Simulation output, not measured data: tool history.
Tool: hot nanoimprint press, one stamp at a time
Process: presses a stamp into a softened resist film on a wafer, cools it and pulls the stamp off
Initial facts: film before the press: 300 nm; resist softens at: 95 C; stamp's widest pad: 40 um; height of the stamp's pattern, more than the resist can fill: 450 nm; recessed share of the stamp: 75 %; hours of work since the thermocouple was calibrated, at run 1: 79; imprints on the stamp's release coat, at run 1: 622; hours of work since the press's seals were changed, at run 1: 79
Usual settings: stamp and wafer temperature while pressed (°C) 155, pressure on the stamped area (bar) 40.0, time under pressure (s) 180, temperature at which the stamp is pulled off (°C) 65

| run | hour | stamp and wafer temperature while pressed (°C) | pressure on the stamped area (bar) | time under pressure (s) | temperature at which the stamp is pulled off (°C) | hours of work since the thermocouple was calibrated | imprints on the stamp's release coat | hours of work since the press's seals were changed | resist left under the stamp's widest pad (angstrom) | greatest force while the stamp is pulled off (N) |
|---|---|---|---|---|---|---|---|---|---|---|
| 1 | 0.0 | 155 | 40.0 | 180 | 65 | 79 | 622 | 79 | 1582 | 109 |
| 2 | 53.4 | 155 | 40.0 | 180 | 65 | 108 | 850 | 108 | 1575 | 116 |
| 3 | 108.4 | 155 | 40.0 | 180 | 65 | 138 | 1086 | 138 | 1574 | 120 |
| 4 | 180.8 | 155 | 58.7 | 180 | 65 | 177 | 1397 | 177 | 1336 | 126 |
| 5 | 229.5 | 155 | 28.4 | 180 | 65 | 203 | 1605 | 203 | 1785 | 129 |
| 6 | 273.9 | 154 | 40.0 | 180 | 65 | 227 | 1796 | 227 | 1646 | 134 |
|  | 323.7 | plate thermocouple calibrated |
| 7 | 352.6 | 154 | 40.0 | 349 | 65 | 16 | 2120 | 268 | 1341 | 138 |
|  | 409.3 | stamp cleaned and given a new release coat |
| 8 | 409.9 | 154 | 40.0 | 349 | 65 | 44 | 3 | 296 | 1334 | 99 |
| 9 | 478.1 | 154 | 48.3 | 349 | 65 | 81 | 295 | 333 | 1224 | 108 |
| 10 | 534.0 | 154 | 48.3 | 349 | 65 | 111 | 535 | 364 | 1226 | 113 |
| 11 | 617.8 | 166 | 30.3 | 349 | 65 | 156 | 894 | 409 | 791 | 116 |
| 12 | 687.4 | 166 | 30.3 | 349 | 65 | 194 | 1192 | 447 | 789 | 123 |
| 13 | 731.2 | 155 | 40.0 | 180 | 53 | 218 | 1380 | 471 | 1592 | 131 |
| 14 | 786.7 | 155 | 60.7 | 180 | 57 | 248 | 1618 | 501 | 1341 | 137 |
|  | 797.1 | plate thermocouple calibrated |
| 15 | 857.2 | 152 | 28.5 | 98 | 68 | 33 | 1907 | 537 | 2352 | 136 |
| 16 | 897.6 | 155 | 38.0 | 254 | 65 | 54 | 2080 | 559 | 1448 | 142 |
|  | 965.2 | stamp cleaned and given a new release coat |
| 17 | 965.2 | 155 | 40.4 | 180 | 65 | 88 | 0 | 593 | 1587 | 103 |
| 18 | 1052.0 | 159 | 40.0 | 96 | 65 | 135 | 372 | 640 | 1633 | 102 |
| 19 | 1117.2 | 159 | 40.0 | 96 | 65 | 170 | 652 | 675 | 1632 | 110 |

Below are 5 alternative next runs, each starting from the tool's condition after run 19. Predict each:
| A | 1184.8 | 155 | 62.7 | 180 | 65 | 207 | 941 | 712 | ? | ? |
| B | 1184.8 | 152 | 28.7 | 180 | 66 | 207 | 941 | 712 | ? | ? |
| C | 1184.8 | 159 | 40.0 | 96 | 52 | 207 | 941 | 712 | ? | ? |
| D | 1184.8 | 151 | 40.0 | 176 | 72 | 207 | 941 | 712 | ? | ? |
| E | 1184.8 | 159 | 40.0 | 96 | 58 | 207 | 941 | 712 | ? | ? |

| run | resist left under the stamp's widest pad (angstrom) | greatest force while the stamp is pulled off (N) |
|---|---|---|
| A | 1320 | 117 |
| B | 2034 | 116 |
| C | 1632 | 125 |
| D | 1917 | 113 |
| E | 1625 | 120 |
With no hidden state in the tool, these same runs would have given:
| run | resist left under the stamp's widest pad (angstrom) | greatest force while the stamp is pulled off (N) |
|---|---|---|
| A | 1315 | 100 |
| B | 2055 | 99 |
| C | 1640 | 106 |
| D | 1931 | 96 |
| E | 1633 | 102 |
